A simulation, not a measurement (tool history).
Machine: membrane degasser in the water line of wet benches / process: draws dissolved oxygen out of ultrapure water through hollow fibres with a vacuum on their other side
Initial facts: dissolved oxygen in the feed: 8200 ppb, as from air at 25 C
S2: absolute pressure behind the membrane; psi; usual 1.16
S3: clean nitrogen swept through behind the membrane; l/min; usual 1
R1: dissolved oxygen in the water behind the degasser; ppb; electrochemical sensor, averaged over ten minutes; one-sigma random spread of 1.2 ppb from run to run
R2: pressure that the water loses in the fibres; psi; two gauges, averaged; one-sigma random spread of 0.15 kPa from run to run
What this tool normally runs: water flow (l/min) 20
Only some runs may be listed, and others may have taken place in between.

Run 1, hour 0: usual settings. Result: R1 226.6 ppb, R2 4.135 psi.
Run 2, hour 250.6: usual settings. Result: R1 231 ppb, R2 4.11 psi.
Run 3, hour 544.2: usual settings but water flow (l/min) 16. Result: R1 184.2 ppb, R2 3.292 psi.
Run 4, hour 703.5: usual settings but water flow (l/min) 16. Result: R1 183.6 ppb, R2 3.307 psi.
Run 5, hour 835.4: usual settings but water flow (l/min) 16. Result: R1 183.8 ppb, R2 3.313 psi.
Run 6, hour 975.6: usual settings but water flow (l/min) 23. Result: R1 262.2 ppb, R2 4.776 psi.
Run 7, hour 1125.9: usual settings but S2 1.816 psi. Result: R1 420.8 ppb, R2 4.145 psi.
Run 8, hour 1320.4: usual settings but S2 1.816 psi. Result: R1 417.1 ppb, R2 4.145 psi.
Run 9, hour 1544.7: usual settings. Result: R1 229.3 ppb, R2 4.152 psi.
At hour 1560.8: vacuum gauge calibrated.
Run 10, hour 1746.1: usual settings. Result: R1 231.2 ppb, R2 4.123 psi.
Run 11, hour 1898.9: usual settings. Result: R1 231.9 ppb, R2 4.16 psi.
Run 12, hour 2180.6: usual settings but S3 2.66 l/min. Result: R1 103.2 ppb, R2 4.199 psi.
Run 13, hour 2377: usual settings. Result: R1 233.2 ppb, R2 4.179 psi.
Run 14, hour 2558.7: usual settings. Result: R1 234.3 ppb, R2 4.171 psi.
Run 15, hour 2750.1: usual settings. Result: R1 232.5 ppb, R2 4.145 psi.
At hour 2826.7: vacuum gauge calibrated, once more.
Run 16, hour 3041.2: usual settings. Result: R1 224.7 ppb, R2 4.174 psi.
Run 17, hour 3270.7: usual settings but water flow (l/min) 23, S2 1.827 psi. Result: R1 481.9 ppb, R2 4.785 psi.
Run 18, hour 3477.2: usual settings but water flow (l/min) 23, S2 1.827 psi. Result: R1 476.6 ppb, R2 4.828 psi.
Run 19, hour 3656.9: usual settings but water flow (l/min) 23, S2 1.827 psi. Result: R1 479.4 ppb, R2 4.772 psi.
Run 20, hour 3944.6: usual settings but water flow (l/min) 18, S2 1.827 psi, S3 1.6 l/min. Result: R1 256.8 ppb, R2 3.781 psi.
Run 21, hour 4195.8: usual settings but water flow (l/min) 17, S2 2.239 psi, S3 1.03 l/min. Result: R1 457 ppb, R2 3.558 psi.
Run 22, hour 4463.1: usual settings but water flow (l/min) 16, S2 2.239 psi, S3 2.87 l/min. Result: R1 172.7 ppb, R2 3.365 psi.
Run 23, hour 4732.7: usual settings but water flow (l/min) 31, S2 2.239 psi, S3 2.87 l/min. Result: R1 369.7 ppb, R2 6.524 psi.
Run 24, hour 4972.6: usual settings but water flow (l/min) 29, S2 1.294 psi, S3 0.47 l/min. Result: R1 655.5 ppb, R2 6.103 psi.
Run 25, hour 5222.1: usual settings but water flow (l/min) 15, S3 1.61 l/min. Result: R1 114.5 ppb, R2 3.162 psi.
Run 26, hour 5458.7: usual settings but water flow (l/min) 15, S2 1.996 psi, S3 1.61 l/min. Result: R1 241.6 ppb, R2 3.155 psi.
Run 27, hour 5620: usual settings but water flow (l/min) 15, S2 1.996 psi, S3 1.61 l/min. Result: R1 240.2 ppb, R2 3.147 psi.
Run 28, hour 5865: usual settings but water flow (l/min) 31, S3 0.4 l/min. Result: R1 664.9 ppb, R2 6.562 psi.
Run 29, hour 6122.5: usual settings but water flow (l/min) 27, S2 1.436 psi, S3 1.68 l/min. Result: R1 288.3 ppb, R2 5.735 psi.
Run 30, hour 6306.9: usual settings but water flow (l/min) 22, S2 0.893 psi, S3 0.81 l/min. Result: R1 197.1 ppb, R2 4.643 psi.
At hour 6397.3: membrane cartridge changed.
Run 31, hour 6570.6: usual settings but S2 0.757 psi, S3 0.81 l/min. Result: R1 124.3 ppb, R2 3.926 psi.

Measured minus without-hidden-state, run by run (identical run-to-run variation in each term; gauge scatter may differ):
The tool's hidden condition here consists of: membrane still open, %; true pressure behind the membrane over the reading, kPa; air that leaks in behind the membrane, l/min; drift of the gauge itself on oxygen_ppb, %; drift of the gauge itself on loss_of_pressure_kpa, %.
run     R1      R2
  1   +9.1  +0.173
  2   +9.8  +0.177
  3   +7.5  +0.145
  4   +7.7  +0.149
  5   +7.9  +0.149
  6  +13.6  +0.219
  7  +11.8  +0.191
  8  +12.1  +0.194
  9  +12.2  +0.199
 10  +13.5    +0.2
 11  +13.9  +0.205
 12   +8.6  +0.209
 13  +14.9  +0.212
 14  +15.3  +0.216
 15  +15.5  +0.219
 16   +6.9  +0.223
 17    +11  +0.263
 18  +11.4  +0.268
 19    +12   +0.27
 20   +8.5  +0.215
 21  +11.6  +0.207
 22   +7.2  +0.202
 23  +22.4  +0.395
 24  +18.3  +0.376
 25   +6.5  +0.197
 26  +10.6    +0.2
 27  +10.8  +0.203
 28  +23.1  +0.422
 29  +20.4  +0.377
 30  +15.3  +0.309
 31     +8  +0.003

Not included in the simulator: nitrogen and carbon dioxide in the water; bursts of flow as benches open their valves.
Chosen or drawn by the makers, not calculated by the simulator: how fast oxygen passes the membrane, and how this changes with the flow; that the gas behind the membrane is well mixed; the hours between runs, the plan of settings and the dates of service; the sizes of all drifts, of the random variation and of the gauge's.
